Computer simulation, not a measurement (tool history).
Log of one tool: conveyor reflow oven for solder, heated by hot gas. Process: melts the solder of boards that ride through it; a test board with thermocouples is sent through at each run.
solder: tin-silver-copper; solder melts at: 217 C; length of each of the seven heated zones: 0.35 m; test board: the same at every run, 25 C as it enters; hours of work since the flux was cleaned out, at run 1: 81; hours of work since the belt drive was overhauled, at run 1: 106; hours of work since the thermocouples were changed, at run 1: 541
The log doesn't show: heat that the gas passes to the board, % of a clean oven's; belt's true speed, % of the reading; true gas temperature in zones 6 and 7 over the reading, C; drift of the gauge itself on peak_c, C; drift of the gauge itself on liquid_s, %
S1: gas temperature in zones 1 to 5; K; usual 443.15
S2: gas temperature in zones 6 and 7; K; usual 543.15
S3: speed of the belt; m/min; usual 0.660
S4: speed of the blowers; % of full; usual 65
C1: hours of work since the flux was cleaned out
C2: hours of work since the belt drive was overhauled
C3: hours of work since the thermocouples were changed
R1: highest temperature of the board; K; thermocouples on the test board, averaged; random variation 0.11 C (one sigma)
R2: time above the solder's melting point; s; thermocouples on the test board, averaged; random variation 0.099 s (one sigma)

run	hour	S1	S2	S3	S4	C1	C2	C3	R1	R2
1	0.0	443.15	543.15	0.660	65	81	106	541	528.45	48.71
2	8.8	443.15	543.15	0.660	65	86	111	546	528.45	48.61
3	14.2	443.15	543.15	0.660	65	89	114	549	528.35	48.56
4	21.4	443.15	543.15	0.660	65	94	119	554	528.45	48.66
5	28.6	443.15	543.15	0.660	65	98	123	558	528.35	48.43
6	36.5	443.15	543.15	0.660	65	103	128	563	528.45	48.48
# hour 42.3: flux residue cleaned out of gas plates and filters
7	46.2	443.15	543.15	0.660	65	2	131	566	527.95	48.18
8	53.1	443.15	543.15	0.660	65	7	135	570	528.15	48.20
9	58.8	443.15	543.15	0.660	65	10	139	574	528.15	48.31
10	64.5	448.15	534.15	0.660	65	14	142	577	520.85	45.40
11	72.9	448.15	534.15	0.660	65	19	148	583	520.85	45.41
12	79.3	448.15	548.15	0.586	51	23	152	586	533.15	58.96
# hour 91.6: flux residue cleaned out of gas plates and filters, once more
13	93.9	443.15	548.15	0.586	89	1	158	592	541.55	62.87
14	102.6	439.15	547.15	0.762	83	7	163	598	531.75	42.54
15	110.6	440.15	547.15	0.586	65	12	168	603	535.85	58.55
16	119.1	433.15	543.15	0.660	65	17	173	608	527.05	45.40
17	126.5	433.15	543.15	0.660	65	22	178	613	527.25	45.23

Hidden state at the last listed run before each entry between runs and at the first one after, where it differs:
Between runs 6 and 7: flux residue cleaned out of gas plates and filters (hour 42.3)
  heat that the gas passes to the board, % of a clean oven's: 97.4 -> 95.9; belt's true speed, % of the reading: 99.7 -> 99.69; true gas temperature in zones 6 and 7 over the reading, C: 1.36 -> 1.37
  measured less the result without the state, R1: +0.70 -> +0.40 K; R2: +0.47 -> +0.24 s
Between runs 12 and 13: flux residue cleaned out of gas plates and filters, once more (hour 91.6)
  heat that the gas passes to the board, % of a clean oven's: 95.4 -> 99.3; belt's true speed, % of the reading: 99.66 -> 99.65; true gas temperature in zones 6 and 7 over the reading, C: 1.42 -> 1.43
  measured less the result without the state, R1: +0.60 -> +1.30 K; R2: +0.46 -> +0.69 s
